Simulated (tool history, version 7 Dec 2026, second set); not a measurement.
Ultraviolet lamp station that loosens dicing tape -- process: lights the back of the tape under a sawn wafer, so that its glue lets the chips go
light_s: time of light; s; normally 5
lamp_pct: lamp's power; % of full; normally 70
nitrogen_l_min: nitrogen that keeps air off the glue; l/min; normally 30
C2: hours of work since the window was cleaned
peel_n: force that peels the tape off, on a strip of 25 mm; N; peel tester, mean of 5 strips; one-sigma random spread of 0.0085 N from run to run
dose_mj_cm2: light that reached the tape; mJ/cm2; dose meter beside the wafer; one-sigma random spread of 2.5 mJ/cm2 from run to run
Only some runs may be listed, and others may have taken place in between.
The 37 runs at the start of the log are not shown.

Run 38, hour 429.3: usual settings but light_s 7 s, lamp_pct 76 % of full, nitrogen_l_min 12 l/min; hours of work of the lamp 532; C2 235. Result: peel_n 0.613 N, dose_mj_cm2 329 mJ/cm2.
Run 39, hour 436.4: usual settings but light_s 7 s; hours of work of the lamp 536; C2 239. Result: peel_n 0.307 N, dose_mj_cm2 309 mJ/cm2.
Run 40, hour 451.5: usual settings but light_s 4 s, lamp_pct 65 % of full, nitrogen_l_min 13 l/min; hours of work of the lamp 544; C2 247. Result: peel_n 2.295 N, dose_mj_cm2 163 mJ/cm2.
Run 41, hour 465.8: usual settings but light_s 10 s, lamp_pct 72 % of full, nitrogen_l_min 35 l/min; hours of work of the lamp 552; C2 255. Result: peel_n 0.170 N, dose_mj_cm2 448 mJ/cm2.
Run 42, hour 472.7: usual settings but light_s 4 s, lamp_pct 71 % of full, nitrogen_l_min 38 l/min; hours of work of the lamp 556; C2 258. Result: peel_n 0.892 N, dose_mj_cm2 174 mJ/cm2.
Run 43, hour 485.9: usual settings but lamp_pct 92 % of full; hours of work of the lamp 563; C2 265. Result: peel_n 0.370 N, dose_mj_cm2 282 mJ/cm2.
Run 44, hour 499.5: usual settings but light_s 7 s, lamp_pct 72 % of full, nitrogen_l_min 46 l/min; hours of work of the lamp 570; C2 273. Result: peel_n 0.242 N, dose_mj_cm2 305 mJ/cm2.
Run 45, hour 514.8: usual settings but light_s 7 s, lamp_pct 72 % of full, nitrogen_l_min 46 l/min; hours of work of the lamp 578; C2 281. Result: peel_n 0.247 N, dose_mj_cm2 306 mJ/cm2.

Predict each of these 3 candidate next runs independently; none follows another, all start after run 45:
Run A, hour 524.9: usual settings but light_s 7 s, lamp_pct 93 % of full, nitrogen_l_min 46 l/min; hours of work of the lamp 584; C2 286. Result: peel_n ?, dose_mj_cm2 ?.
Run B, hour 524.9: usual settings but nitrogen_l_min 24 l/min; hours of work of the lamp 584; C2 286. Result: peel_n ?, dose_mj_cm2 ?.
Run C, hour 524.9: usual settings but light_s 3 s, lamp_pct 72 % of full, nitrogen_l_min 46 l/min; hours of work of the lamp 584; C2 286. Result: peel_n ?, dose_mj_cm2 ?.

run  peel_n  dose_mj_cm2
  A   0.180          391
  B   0.915          211
  C   1.413          129
Take away the tool's hidden state, keep each run's random variation, and the runs would have read:
run  peel_n  dose_mj_cm2
  A   0.160          549
  B   0.427          296
  C   0.709          181

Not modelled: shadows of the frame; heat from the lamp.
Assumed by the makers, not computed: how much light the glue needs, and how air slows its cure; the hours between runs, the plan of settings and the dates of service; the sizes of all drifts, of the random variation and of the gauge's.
